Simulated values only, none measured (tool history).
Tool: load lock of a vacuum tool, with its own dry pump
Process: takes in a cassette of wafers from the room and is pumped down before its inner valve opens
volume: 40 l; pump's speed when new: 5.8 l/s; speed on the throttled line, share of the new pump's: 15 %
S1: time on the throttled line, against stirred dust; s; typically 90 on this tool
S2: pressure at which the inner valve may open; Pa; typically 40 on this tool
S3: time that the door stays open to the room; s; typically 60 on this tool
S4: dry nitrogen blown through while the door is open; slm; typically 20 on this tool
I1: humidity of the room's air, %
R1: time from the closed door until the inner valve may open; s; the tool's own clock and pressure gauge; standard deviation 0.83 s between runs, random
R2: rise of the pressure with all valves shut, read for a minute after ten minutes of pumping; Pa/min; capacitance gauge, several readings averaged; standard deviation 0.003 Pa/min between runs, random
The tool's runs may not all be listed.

Run 1, hour 0.0: usual settings; I1 43.6. Result: R1 132.4 s, R2 0.063 Pa/min.
Run 2, hour 144.3: usual settings; I1 49.4. Result: R1 129.3 s, R2 0.067 Pa/min.
Run 3, hour 296.1: usual settings but S3 76 s; I1 41.9. Result: R1 129.6 s, R2 0.069 Pa/min.
Run 4, hour 407.3: usual settings but S3 76 s, S4 6 slm; I1 43.0. Result: R1 132.8 s, R2 0.093 Pa/min.
Run 5, hour 639.6: usual settings but S3 76 s, S4 6 slm; I1 44.6. Result: R1 131.4 s, R2 0.099 Pa/min.
Run 6, hour 779.3: usual settings but S3 76 s, S4 6 slm; I1 48.4. Result: R1 132.0 s, R2 0.103 Pa/min.
Run 7, hour 914.3: usual settings but S3 76 s, S4 6 slm; I1 47.0. Result: R1 132.2 s, R2 0.097 Pa/min.
Run 8, hour 1069.5: usual settings but S3 27 s; I1 44.2. Result: R1 131.8 s, R2 0.053 Pa/min.
Run 9, hour 1206.3: usual settings but S1 48 s, S3 27 s; I1 47.0. Result: R1 96.5 s, R2 0.056 Pa/min.
Run 10, hour 1327.6: usual settings; I1 44.0. Result: R1 131.8 s, R2 0.065 Pa/min.
Run 11, hour 1515.8: usual settings but S3 155 s; I1 41.9. Result: R1 133.3 s, R2 0.097 Pa/min.
Run 12, hour 1707.9: usual settings; I1 44.3. Result: R1 131.0 s, R2 0.074 Pa/min.
Run 13, hour 1808.0: usual settings but S2 47 Pa; I1 41.1. Result: R1 131.7 s, R2 0.073 Pa/min.
Run 14, hour 1966.9: usual settings but S2 47 Pa; I1 48.9. Result: R1 130.6 s, R2 0.073 Pa/min.
Run 15, hour 2093.5: usual settings but S2 38 Pa; I1 42.8. Result: R1 132.4 s, R2 0.074 Pa/min.
Run 16, hour 2242.9: usual settings but S2 38 Pa; I1 43.9. Result: R1 133.0 s, R2 0.074 Pa/min.
Run 17, hour 2375.9: usual settings but S2 38 Pa; I1 45.8. Result: R1 131.9 s, R2 0.079 Pa/min.
Run 18, hour 2478.7: usual settings but S2 38 Pa; I1 41.9. Result: R1 132.6 s, R2 0.072 Pa/min.
Run 19, hour 2725.8: usual settings but S1 84 s, S2 29 Pa, S4 15 slm; I1 42.8. Result: R1 130.6 s, R2 0.085 Pa/min.
Run 20, hour 2838.5: usual settings but S1 50 s, S3 88 s, S4 8 slm; I1 44.4. Result: R1 97.7 s, R2 0.110 Pa/min.
Run 21, hour 3083.0: usual settings but S3 70 s, S4 21 slm; I1 46.3. Result: R1 134.4 s, R2 0.087 Pa/min.
Run 22, hour 3198.8: usual settings but S1 58 s, S4 32 slm; I1 43.4. Result: R1 105.1 s, R2 0.074 Pa/min.
Run 23, hour 3331.5: usual settings but S1 58 s, S4 32 slm; I1 44.9. Result: R1 105.4 s, R2 0.079 Pa/min.
Run 24, hour 3480.1: usual settings but S1 170 s, S2 47 Pa, S4 38 slm; I1 43.3. Result: R1 196.8 s, R2 0.066 Pa/min.
Run 25, hour 3670.8: usual settings but S1 170 s, S2 47 Pa, S4 38 slm; I1 44.6. Result: R1 194.8 s, R2 0.076 Pa/min.
Run 26, hour 3796.4: usual settings but S2 78 Pa, S4 24 slm; I1 47.9. Result: R1 128.7 s, R2 0.084 Pa/min.
Run 27, hour 3910.2: usual settings but S1 89 s, S2 44 Pa, S3 94 s; I1 42.0. Result: R1 130.9 s, R2 0.094 Pa/min.
Run 28, hour 4064.6: usual settings but S2 58 Pa, S4 9 slm; I1 45.9. Result: R1 130.6 s, R2 0.108 Pa/min.
Run 29, hour 4167.0: usual settings but S2 58 Pa, S4 9 slm; I1 44.4. Result: R1 131.2 s, R2 0.107 Pa/min.
Run 30, hour 4290.5: usual settings but S1 47 s, S3 53 s, S4 32 slm; I1 48.7. Result: R1 96.9 s, R2 0.082 Pa/min.
Run 31, hour 4493.6: usual settings but S1 127 s, S3 35 s, S4 11 slm; I1 46.7. Result: R1 163.9 s, R2 0.091 Pa/min.
Run 32, hour 4693.1: usual settings but S1 127 s, S3 35 s, S4 11 slm; I1 46.7. Result: R1 165.6 s, R2 0.098 Pa/min.
Run 33, hour 4800.6: usual settings but S1 127 s, S3 35 s, S4 11 slm; I1 45.7. Result: R1 164.4 s, R2 0.091 Pa/min.
Run 34, hour 4922.0: usual settings but S1 82 s, S3 29 s; I1 43.4. Result: R1 127.1 s, R2 0.084 Pa/min.
Run 35, hour 5034.6: usual settings but S1 82 s, S3 29 s; I1 43.1. Result: R1 126.3 s, R2 0.086 Pa/min.
Run 36, hour 5145.5: usual settings but S1 82 s, S3 29 s; I1 43.0. Result: R1 127.3 s, R2 0.085 Pa/min.

Forecast each of these 5 alternatives for the next run:
Run A, hour 5271.9: usual settings but S3 73 s, S4 6 slm; I1 45.2. Result: R1 ?, R2 ?.
Run B, hour 5271.9: usual settings but S1 127 s, S3 66 s, S4 14 slm; I1 42.9. Result: R1 ?, R2 ?.
Run C, hour 5271.9: usual settings but S3 96 s; I1 45.3. Result: R1 ?, R2 ?.
Run D, hour 5271.9: usual settings but S1 53 s, S3 29 s, S4 5 slm; I1 48.6. Result: R1 ?, R2 ?.
Run E, hour 5271.9: usual settings but S1 82 s, S3 69 s; I1 45.5. Result: R1 ?, R2 ?.

run     R1     R2
  A  133.2  0.127
  B  164.8  0.111
  C  133.3  0.109
  D  102.2  0.111
  E  128.1  0.103
Take away the tool's hidden state, keep each run's random variation, and the runs would have read:
run     R1     R2
  A  129.5  0.070
  B  161.7  0.054
  C  129.6  0.052
  D   98.0  0.055
  E  124.3  0.047
